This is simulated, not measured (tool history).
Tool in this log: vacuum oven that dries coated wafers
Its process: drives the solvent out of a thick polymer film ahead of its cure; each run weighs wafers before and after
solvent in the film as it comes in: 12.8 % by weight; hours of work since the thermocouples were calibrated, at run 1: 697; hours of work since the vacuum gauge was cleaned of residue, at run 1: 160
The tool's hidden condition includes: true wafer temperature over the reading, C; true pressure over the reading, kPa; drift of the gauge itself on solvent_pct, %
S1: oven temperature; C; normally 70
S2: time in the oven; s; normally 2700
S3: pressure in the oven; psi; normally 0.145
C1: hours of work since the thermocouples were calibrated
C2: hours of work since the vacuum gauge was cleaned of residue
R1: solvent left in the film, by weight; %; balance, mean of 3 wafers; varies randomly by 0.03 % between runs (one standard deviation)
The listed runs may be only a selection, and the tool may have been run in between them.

Run 1, hour 0: usual settings; C1 697; C2 160. Result: R1 1.87 %.
Run 2, hour 9.8: usual settings but S1 56 C; C1 701; C2 164. Result: R1 6.06 %.
Run 3, hour 20.2: usual settings but S1 56 C; C1 706; C2 169. Result: R1 6.1 %.
Run 4, hour 28.7: usual settings but S1 56 C; C1 709; C2 172. Result: R1 6.05 %.
Run 5, hour 36.7: usual settings but S1 56 C; C1 713; C2 176. Result: R1 6.11 %.
Run 6, hour 46.7: usual settings; C1 717; C2 180. Result: R1 1.85 %.
Run 7, hour 59: usual settings; C1 722; C2 185. Result: R1 1.84 %.
Run 8, hour 68.1: usual settings; C1 726; C2 189. Result: R1 1.85 %.
Run 9, hour 79.1: usual settings but S1 79 C, S2 3180 s, S3 0.287 psi; C1 731; C2 194. Result: R1 0.63 %.
Run 10, hour 87.1: usual settings but S3 0.084 psi; C1 734; C2 197. Result: R1 1.76 %.
Run 11, hour 95.8: usual settings but S1 81 C, S2 1920 s, S3 0.377 psi; C1 738; C2 201. Result: R1 1.05 %.
Run 12, hour 109.1: usual settings but S2 1500 s, S3 0.258 psi; C1 744; C2 207. Result: R1 4.08 %.
Run 13, hour 115.7: usual settings but S2 1500 s, S3 0.258 psi; C1 747; C2 209. Result: R1 4.03 %.
Run 14, hour 125.1: usual settings but S2 1500 s, S3 0.258 psi; C1 751; C2 213. Result: R1 4.08 %.
Run 15, hour 134.9: usual settings but S1 80 C, S2 1500 s, S3 0.339 psi; C1 755; C2 218. Result: R1 1.6 %.

Branching from run 15: 4 alternative next runs. What would each branch give?
Run A, hour 143.1: usual settings but S1 73 C, S2 1500 s, S3 0.339 psi; C1 758; C2 221. Result: R1 ?.
Run B, hour 143.1: usual settings but S1 83 C, S2 3960 s, S3 0.322 psi; C1 758; C2 221. Result: R1 ?.
Run C, hour 143.1: usual settings but S1 80 C, S2 1980 s, S3 0.339 psi; C1 758; C2 221. Result: R1 ?.
Run D, hour 143.1: usual settings but S3 0.186 psi; C1 758; C2 221. Result: R1 ?.

run    R1
  A  3.29
  B  0.53
  C  1.08
  D  1.95
The same runs, with their run-to-run variation unchanged, on a tool lacking any hidden condition would have given:
run    R1
  A  3.26
  B  0.53
  C  1.07
  D  1.92
